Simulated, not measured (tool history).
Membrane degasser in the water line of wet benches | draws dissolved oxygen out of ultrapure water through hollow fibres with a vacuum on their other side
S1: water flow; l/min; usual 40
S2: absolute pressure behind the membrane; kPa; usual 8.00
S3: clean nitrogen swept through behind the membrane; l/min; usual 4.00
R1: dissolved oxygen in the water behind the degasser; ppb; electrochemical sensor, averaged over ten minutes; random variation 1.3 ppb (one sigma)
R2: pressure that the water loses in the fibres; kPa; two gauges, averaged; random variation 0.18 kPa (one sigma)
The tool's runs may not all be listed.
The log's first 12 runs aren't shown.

Run 13, day 45.312: usual settings. Result: R1 122.1 ppb, R2 35.39 kPa.
Run 14, day 49.562: usual settings. Result: R1 124.1 ppb, R2 35.50 kPa.
Run 15, day 54.829: usual settings. Result: R1 124.0 ppb, R2 35.43 kPa.
Run 16, day 58.504: usual settings. Result: R1 124.7 ppb, R2 35.68 kPa.
Run 17, day 61.138: usual settings but S1 33 l/min, S2 5.13 kPa. Result: R1 45.0 ppb, R2 29.34 kPa.
Run 18, day 64.438: usual settings but S1 33 l/min, S2 5.13 kPa. Result: R1 45.0 ppb, R2 29.49 kPa.
Run 19, day 68.979: usual settings but S2 12.82 kPa, S3 2.40 l/min. Result: R1 355.8 ppb, R2 35.32 kPa.
Run 20, day 73.583: usual settings but S2 10.57 kPa, S3 4.72 l/min. Result: R1 158.9 ppb, R2 35.51 kPa.
Run 21, day 77.012: usual settings but S1 43 l/min, S2 7.76 kPa, S3 7.39 l/min. Result: R1 77.2 ppb, R2 38.12 kPa.
Run 22, day 79.638: usual settings but S1 43 l/min, S2 7.76 kPa, S3 7.39 l/min. Result: R1 77.9 ppb, R2 38.56 kPa.
Run 23, day 83.371: usual settings but S1 43 l/min, S2 7.37 kPa, S3 1.93 l/min. Result: R1 218.2 ppb, R2 38.18 kPa.
Run 24, day 87.854: usual settings but S1 43 l/min, S2 16.88 kPa, S3 1.93 l/min. Result: R1 636.5 ppb, R2 37.82 kPa.
Run 25, day 90.804: usual settings but S1 43 l/min, S2 16.88 kPa, S3 1.93 l/min. Result: R1 626.8 ppb, R2 38.11 kPa.
Run 26, day 94.038: usual settings but S1 43 l/min, S2 9.23 kPa, S3 1.93 l/min. Result: R1 300.0 ppb, R2 38.33 kPa.
Run 27, day 96.362: usual settings but S1 52 l/min, S2 16.20 kPa, S3 3.88 l/min. Result: R1 410.6 ppb, R2 46.54 kPa.
Run 28, day 101.650: usual settings but S2 9.07 kPa, S3 2.73 l/min. Result: R1 203.2 ppb, R2 35.98 kPa.
Run 29, day 106.675: usual settings but S2 7.42 kPa, S3 2.10 l/min. Result: R1 190.0 ppb, R2 35.51 kPa.
Run 30, day 111.621: usual settings but S1 56 l/min, S2 14.86 kPa, S3 11.61 l/min. Result: R1 164.4 ppb, R2 49.41 kPa.
Run 31, day 115.779: usual settings but S1 56 l/min, S2 14.86 kPa, S3 11.61 l/min. Result: R1 165.0 ppb, R2 49.57 kPa.
Run 32, day 120.842: usual settings but S1 56 l/min, S2 14.86 kPa, S3 11.61 l/min. Result: R1 163.4 ppb, R2 49.35 kPa.

Forecast each of these 3 alternatives for the next run:
Run A, day 126.133: usual settings but S1 47 l/min, S2 9.87 kPa, S3 1.81 l/min. Result: R1 ?, R2 ?.
Run B, day 126.133: usual settings but S1 26 l/min, S2 14.86 kPa, S3 7.83 l/min. Result: R1 ?, R2 ?.
Run C, day 126.133: usual settings but S3 5.53 l/min. Result: R1 ?, R2 ?.

run     R1     R2
  A  376.8  41.65
  B   96.4  23.10
  C   93.4  35.53
Without the tool's hidden state the same runs would have given:
run     R1     R2
  A  376.6  41.62
  B   96.3  23.08
  C   93.3  35.51

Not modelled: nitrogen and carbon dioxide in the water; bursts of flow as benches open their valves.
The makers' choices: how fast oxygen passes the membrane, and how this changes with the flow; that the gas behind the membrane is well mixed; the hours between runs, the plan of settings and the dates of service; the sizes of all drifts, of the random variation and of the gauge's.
